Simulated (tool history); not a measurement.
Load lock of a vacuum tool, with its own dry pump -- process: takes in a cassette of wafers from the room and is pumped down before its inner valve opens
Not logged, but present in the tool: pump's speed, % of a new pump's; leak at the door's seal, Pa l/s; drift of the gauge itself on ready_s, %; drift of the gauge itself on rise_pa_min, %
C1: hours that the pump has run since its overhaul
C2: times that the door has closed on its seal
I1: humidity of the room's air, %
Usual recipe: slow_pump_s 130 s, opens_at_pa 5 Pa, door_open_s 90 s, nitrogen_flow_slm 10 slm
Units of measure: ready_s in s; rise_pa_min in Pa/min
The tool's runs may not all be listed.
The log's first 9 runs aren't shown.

{"run": 10, "hour": 504.6, "slow_pump_s": 130, "opens_at_pa": 5, "door_open_s": 90, "nitrogen_flow_slm": 10, "C1": 1209, "C2": 37084, "I1": 46.7, "ready_s": 270.1, "rise_pa_min": 0.531}
{"run": 11, "hour": 593.2, "slow_pump_s": 79, "opens_at_pa": 5, "door_open_s": 90, "nitrogen_flow_slm": 10, "C1": 1297, "C2": 37423, "I1": 46.2, "ready_s": 235.0, "rise_pa_min": 0.532}
{"run": 12, "hour": 633.1, "slow_pump_s": 130, "opens_at_pa": 7, "door_open_s": 90, "nitrogen_flow_slm": 10, "C1": 1337, "C2": 37575, "I1": 44.6, "ready_s": 264.7, "rise_pa_min": 0.545}
{"run": 13, "hour": 716.9, "slow_pump_s": 130, "opens_at_pa": 7, "door_open_s": 90, "nitrogen_flow_slm": 10, "C1": 1421, "C2": 37895, "I1": 51.3, "ready_s": 265.5, "rise_pa_min": 0.549}
{"run": 14, "hour": 781.3, "slow_pump_s": 130, "opens_at_pa": 7, "door_open_s": 90, "nitrogen_flow_slm": 10, "C1": 1486, "C2": 38141, "I1": 45.9, "ready_s": 265.7, "rise_pa_min": 0.548}
{"run": 15, "hour": 841.5, "slow_pump_s": 130, "opens_at_pa": 5, "door_open_s": 90, "nitrogen_flow_slm": 10, "C1": 1546, "C2": 38371, "I1": 44.0, "ready_s": 272.0, "rise_pa_min": 0.558}
{"run": 16, "hour": 929.5, "slow_pump_s": 130, "opens_at_pa": 5, "door_open_s": 90, "nitrogen_flow_slm": 10, "C1": 1634, "C2": 38707, "I1": 44.9, "ready_s": 271.0, "rise_pa_min": 0.567}
{"run": 17, "hour": 976.4, "slow_pump_s": 193, "opens_at_pa": 5, "door_open_s": 90, "nitrogen_flow_slm": 10, "C1": 1681, "C2": 38886, "I1": 47.2, "ready_s": 315.0, "rise_pa_min": 0.57}
{"run": 18, "hour": 1065.5, "slow_pump_s": 193, "opens_at_pa": 5, "door_open_s": 90, "nitrogen_flow_slm": 10, "C1": 1770, "C2": 39227, "I1": 48.7, "ready_s": 318.4, "rise_pa_min": 0.582}
{"run": 19, "hour": 1109.9, "slow_pump_s": 193, "opens_at_pa": 5, "door_open_s": 90, "nitrogen_flow_slm": 10, "C1": 1814, "C2": 39396, "I1": 48.1, "ready_s": 317.3, "rise_pa_min": 0.586}
{"run": 20, "hour": 1182.5, "slow_pump_s": 207, "opens_at_pa": 8, "door_open_s": 71, "nitrogen_flow_slm": 22, "C1": 1887, "C2": 39674, "I1": 47.1, "ready_s": 316.7, "rise_pa_min": 0.577}
{"hour": 1197.7, "done": "door's seal changed, seat wiped"}
{"run": 21, "hour": 1245.1, "slow_pump_s": 130, "opens_at_pa": 4, "door_open_s": 29, "nitrogen_flow_slm": 35, "C1": 1948, "C2": 181, "I1": 44.1, "ready_s": 277.0, "rise_pa_min": 0.008}
{"run": 22, "hour": 1327.6, "slow_pump_s": 97, "opens_at_pa": 8, "door_open_s": 51, "nitrogen_flow_slm": 37, "C1": 2030, "C2": 496, "I1": 45.3, "ready_s": 238.6, "rise_pa_min": 0.012}
{"run": 23, "hour": 1374.4, "slow_pump_s": 77, "opens_at_pa": 7, "door_open_s": 47, "nitrogen_flow_slm": 37, "C1": 2077, "C2": 675, "I1": 47.0, "ready_s": 225.1, "rise_pa_min": 0.011}
{"run": 24, "hour": 1418.3, "slow_pump_s": 100, "opens_at_pa": 5, "door_open_s": 90, "nitrogen_flow_slm": 10, "C1": 2121, "C2": 842, "I1": 47.4, "ready_s": 253.2, "rise_pa_min": 0.027}
{"run": 25, "hour": 1474.4, "slow_pump_s": 100, "opens_at_pa": 5, "door_open_s": 90, "nitrogen_flow_slm": 10, "C1": 2177, "C2": 1057, "I1": 45.1, "ready_s": 253.3, "rise_pa_min": 0.028}
{"run": 26, "hour": 1528.4, "slow_pump_s": 68, "opens_at_pa": 8, "door_open_s": 90, "nitrogen_flow_slm": 10, "C1": 2231, "C2": 1263, "I1": 47.2, "ready_s": 217.7, "rise_pa_min": 0.028}
{"run": 27, "hour": 1598.0, "slow_pump_s": 182, "opens_at_pa": 5, "door_open_s": 99, "nitrogen_flow_slm": 14, "C1": 2301, "C2": 1529, "I1": 47.4, "ready_s": 304.9, "rise_pa_min": 0.027}
{"run": 28, "hour": 1678.6, "slow_pump_s": 95, "opens_at_pa": 5, "door_open_s": 90, "nitrogen_flow_slm": 7, "C1": 2381, "C2": 1837, "I1": 45.3, "ready_s": 246.6, "rise_pa_min": 0.032}
{"run": 29, "hour": 1758.6, "slow_pump_s": 95, "opens_at_pa": 5, "door_open_s": 90, "nitrogen_flow_slm": 7, "C1": 2461, "C2": 2142, "I1": 44.9, "ready_s": 246.9, "rise_pa_min": 0.036}
{"run": 30, "hour": 1833.3, "slow_pump_s": 95, "opens_at_pa": 5, "door_open_s": 90, "nitrogen_flow_slm": 7, "C1": 2536, "C2": 2428, "I1": 44.5, "ready_s": 247.5, "rise_pa_min": 0.036}
{"run": 31, "hour": 1882.8, "slow_pump_s": 130, "opens_at_pa": 5, "door_open_s": 136, "nitrogen_flow_slm": 16, "C1": 2586, "C2": 2617, "I1": 42.7, "ready_s": 271.8, "rise_pa_min": 0.035}
{"run": 32, "hour": 1973.4, "slow_pump_s": 130, "opens_at_pa": 9, "door_open_s": 90, "nitrogen_flow_slm": 10, "C1": 2676, "C2": 2963, "I1": 47.5, "ready_s": 262.1, "rise_pa_min": 0.035}

Estimate the outcome of run 33 from the log above:
{"run": 33, "hour": 2023.3, "slow_pump_s": 130, "opens_at_pa": 9, "door_open_s": 90, "nitrogen_flow_slm": 10, "C1": 2726, "C2": 3153, "I1": 46.8, "ready_s": "?", "rise_pa_min": "?"}

{"run 33": {"ready_s": 260.8, "rise_pa_min": 0.03}}
If the tool had no hidden condition, the same run with the same run-to-run variation would have returned ready_s 258.3 s, rise_pa_min 0.013 Pa/min.
